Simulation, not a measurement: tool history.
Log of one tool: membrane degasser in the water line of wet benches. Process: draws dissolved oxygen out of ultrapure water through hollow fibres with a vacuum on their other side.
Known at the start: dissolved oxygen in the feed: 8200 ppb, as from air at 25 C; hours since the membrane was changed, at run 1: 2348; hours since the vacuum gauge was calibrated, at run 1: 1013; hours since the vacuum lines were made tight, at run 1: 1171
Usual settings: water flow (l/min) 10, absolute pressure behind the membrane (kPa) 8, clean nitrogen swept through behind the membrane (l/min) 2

run    hour  water flow (l/min)  absolute pressure behind the membrane (kPa)  clean nitrogen swept through behind the membrane (l/min)  hours since the membrane was changed  hours since the vacuum gauge was calibrated  hours since the vacuum lines were made tight  dissolved oxygen in the water behind the degasser (ppb)  pressure that the water loses in the fibres (kPa)
  1       0                  10                                            8                                                         2                                  2348                                         1013                                          1171                                                     60.9                                              56.06
  2    78.9                  10                                            8                                                         2                                  2427                                         1092                                          1250                                                     63.1                                              55.59
  3     125                  10                                            8                                                         2                                  2473                                         1138                                          1296                                                     61.6                                               55.3
  4   213.5                  10                                            8                                                         2                                  2561                                         1227                                          1385                                                     62.4                                               55.7
  5   265.9                  10                                            8                                                         2                                  2614                                         1279                                          1437                                                     62.1                                              55.54
  6   352.2                  10                                            8                                                         2                                  2700                                         1366                                          1524                                                     62.5                                              56.31
  7   429.4                  10                                            8                                                      3.39                                  2777                                         1443                                          1601                                                     38.7                                              55.87
  8   498.5                  10                                            8                                                         2                                  2846                                         1512                                          1670                                                       62                                              55.62
  9   568.4                  10                                            8                                                         2                                  2916                                         1582                                          1740                                                     62.5                                              55.79
 10   646.3                  10                                            8                                                      1.43                                  2994                                         1660                                          1818                                                     85.4                                              55.86
 11   734.4                  10                                            8                                                         2                                  3082                                         1748                                          1906                                                     63.2                                              55.98
      739.6  -- vacuum gauge calibrated
 12   811.2                  10                                            8                                                         2                                  3158                                           72                                          1982                                                     62.9                                              56.03
 13   854.8                  10                                            8                                                         2                                  3202                                          115                                          2026                                                     63.5                                              55.78
 14   923.9                  10                                            8                                                         2                                  3271                                          184                                          2095                                                       63                                              56.42
 15   963.8                  10                                            8                                                         2                                  3311                                          224                                          2135                                                     63.6                                              55.92
      987.5  -- vacuum gauge calibrated, once more
 16    1037                  11                                            8                                                         2                                  3384                                           50                                          2207                                                       69                                              61.57
 17    1094                  11                                            8                                                         2                                  3441                                          107                                          2264                                                     69.5                                              61.75
 18  1134.9                   7                                            8                                                      3.95                                  3482                                          147                                          2305                                                     22.5                                              39.64
 19  1207.2                   7                                            8                                                      3.95                                  3554                                          220                                          2378                                                     22.8                                              39.35
 20  1272.9                   7                                            8                                                      3.95                                  3620                                          285                                          2443                                                     22.1                                              39.49
 21    1318                   9                                            8                                                         2                                  3665                                          331                                          2488                                                     56.2                                              50.36
 22  1408.8                   9                                            8                                                         2                                  3756                                          421                                          2579                                                     55.9                                              50.93
 23  1494.3                   9                                         8.97                                                      3.14                                  3841                                          507                                          2665                                                     43.8                                               50.5
 24  1559.2                  15                                        10.15                                                      2.14                                  3906                                          572                                          2730                                                    132.4                                              84.45
 25  1644.1                   8                                            8                                                      0.84                                  3991                                          657                                          2815                                                    112.5                                              44.71
 26    1712                   8                                            8                                                      0.84                                  4059                                          724                                          2882                                                    110.6                                              44.84
 27  1786.1                   8                                            8                                                      0.84                                  4133                                          799                                          2957                                                    111.7                                              45.46
 28  1876.5                   8                                            8                                                      4.76                                  4223                                          889                                          3047                                                     22.2                                              44.88
 29    1943                  10                                        15.59                                                      2.34                                  4290                                          955                                          3113                                                    134.8                                               56.3
 30  2036.1                  12                                        15.59                                                      2.81                                  4383                                         1049                                          3207                                                    137.2                                              68.11
 31  2119.2                  12                                        15.59                                                      2.81                                  4466                                         1132                                          3290                                                    138.1                                              67.44
 32  2158.7                  10                                            8                                                       1.7                                  4505                                         1171                                          3329                                                     74.6                                              56.19
 33  2210.4                  10                                         7.64                                                       3.8                                  4557                                         1223                                          3381                                                     33.3                                              56.24

Some steps in dissolved oxygen in the water behind the degasser (ppb) between neighbouring runs. How much of each would the tool show without its hidden state too (settings, what came in, random variation), and how much is left for the hidden state, with any gauge scatter that isn't in both results?
The hidden state here: membrane still open, %; true pressure behind the membrane over the reading, kPa; air that leaks in behind the membrane, l/min; drift of the gauge itself on oxygen_ppb, %; drift of the gauge itself on loss_of_pressure_kpa, %.
Run 23 -> 24: water flow (l/min) 9 -> 15, absolute pressure behind the membrane (kPa) 8.97 -> 10.15, clean nitrogen swept through behind the membrane (l/min) 3.14 -> 2.14. dissolved oxygen in the water behind the degasser (ppb) +88.6: hidden state +2.2, all else +86.4.
Run 27 -> 28: clean nitrogen swept through behind the membrane (l/min) 0.84 -> 4.76. dissolved oxygen in the water behind the degasser (ppb) -89.5: hidden state -2.6, all else -86.9.
Run 28 -> 29: water flow (l/min) 8 -> 10, absolute pressure behind the membrane (kPa) 8 -> 15.59, clean nitrogen swept through behind the membrane (l/min) 4.76 -> 2.34. dissolved oxygen in the water behind the degasser (ppb) +112.6: hidden state +3.3, all else +109.3.

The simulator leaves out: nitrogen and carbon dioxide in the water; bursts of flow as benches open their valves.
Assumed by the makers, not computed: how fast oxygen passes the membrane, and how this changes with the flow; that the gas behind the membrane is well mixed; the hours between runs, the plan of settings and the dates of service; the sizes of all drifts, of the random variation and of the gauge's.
